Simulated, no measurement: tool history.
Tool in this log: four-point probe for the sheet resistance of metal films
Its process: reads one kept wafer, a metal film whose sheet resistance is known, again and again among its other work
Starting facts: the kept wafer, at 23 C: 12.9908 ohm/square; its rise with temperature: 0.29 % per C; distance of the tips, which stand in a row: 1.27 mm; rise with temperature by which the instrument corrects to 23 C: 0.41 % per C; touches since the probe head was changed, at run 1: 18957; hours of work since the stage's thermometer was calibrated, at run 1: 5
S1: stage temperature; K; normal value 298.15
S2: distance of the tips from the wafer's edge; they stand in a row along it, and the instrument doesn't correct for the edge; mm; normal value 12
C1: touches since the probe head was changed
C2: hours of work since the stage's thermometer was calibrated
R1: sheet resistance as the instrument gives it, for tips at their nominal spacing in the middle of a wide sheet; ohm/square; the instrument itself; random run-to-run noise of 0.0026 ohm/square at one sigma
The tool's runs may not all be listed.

run	hour	S1	S2	C1	C2	R1
1	0.0	298.15	12	18957	5	13.107896
2	92.3	293.15	12	22244	49	13.196742
3	171.4	293.15	12	25059	86	13.200188
4	244.0	293.15	12	27641	121	13.204118
5	312.4	293.15	12	30076	153	13.207036
6	350.6	293.15	12	31437	171	13.210845
7	431.4	297.15	12	34312	209	13.149577
8	509.4	297.15	12	37089	246	13.155721
9	556.5	297.15	12	38768	268	13.158086
10	595.8	298.15	12	40164	287	13.148001
11	676.1	298.15	12	43023	325	13.153764
12	763.1	298.15	12	46121	366	13.156479
13	842.5	298.15	12	48949	404	13.160640
14	920.7	298.15	12	51730	441	13.171256
15	1011.8	298.15	12	54972	484	13.174988
16	1094.3	298.15	12	57911	523	13.179877
17	1168.5	300.15	12	60553	558	13.152166
18	1235.6	298.15	12	62939	590	13.192110
19	1295.4	292.15	12	65070	618	13.295886
20	1374.8	292.15	8	67894	655	13.399481
# hour 1382.0: stage's thermometer calibrated
21	1420.0	292.15	8	69485	18	13.402752
22	1463.2	292.15	8	71024	38	13.405997
23	1534.8	303.15	14	73571	72	13.111965
24	1575.2	303.15	14	75012	91	13.113137
25	1658.1	307.15	25	77962	131	13.017076
26	1745.4	307.15	25	81071	172	13.022920
27	1826.7	296.15	30	83964	210	13.200236
28	1886.8	300.15	12	86103	239	13.211898
# hour 1909.7: stage's thermometer calibrated, once more
29	1959.2	300.15	12	88662	23	13.196869
30	2012.6	300.15	12	90564	49	13.203483
31	2067.4	300.15	12	92514	75	13.204712
32	2111.4	300.15	12	94078	95	13.212057
33	2199.5	299.15	4	97214	137	13.824459
34	2267.7	298.15	20	99642	169	13.200212
35	2316.3	296.15	9	101374	192	13.346717
# hour 2343.7: new probe head fitted
36	2401.4	292.15	63	2053	232	13.087606
37	2459.2	297.15	70	4110	259	13.010310
38	2532.5	297.15	9	6721	294	13.152960
39	2570.4	292.15	23	8069	312	13.121967
40	2648.4	292.15	23	10844	349	13.128852
41	2718.2	292.15	23	13329	382	13.132246
42	2774.8	292.15	23	15344	409	13.132212
43	2862.0	292.15	23	18448	450	13.141455

Each row is a separate what-if for the run after 43, all from the same tool condition, not one after another. Results?
A	2939.2	305.15	23	21197	486	?
B	2939.2	307.15	8	21197	486	?
C	2939.2	296.15	12	21197	486	?
D	2939.2	299.15	14	21197	486	?
E	2939.2	302.15	3	21197	486	?

run	R1
A	12.938323
B	13.064641
C	13.136835
D	13.068659
E	14.097248
The same runs, with their run-to-run variation unchanged, on a tool lacking any hidden condition would have given:
run	R1
A	12.868319
B	12.994041
C	13.065656
D	12.997883
E	14.021450
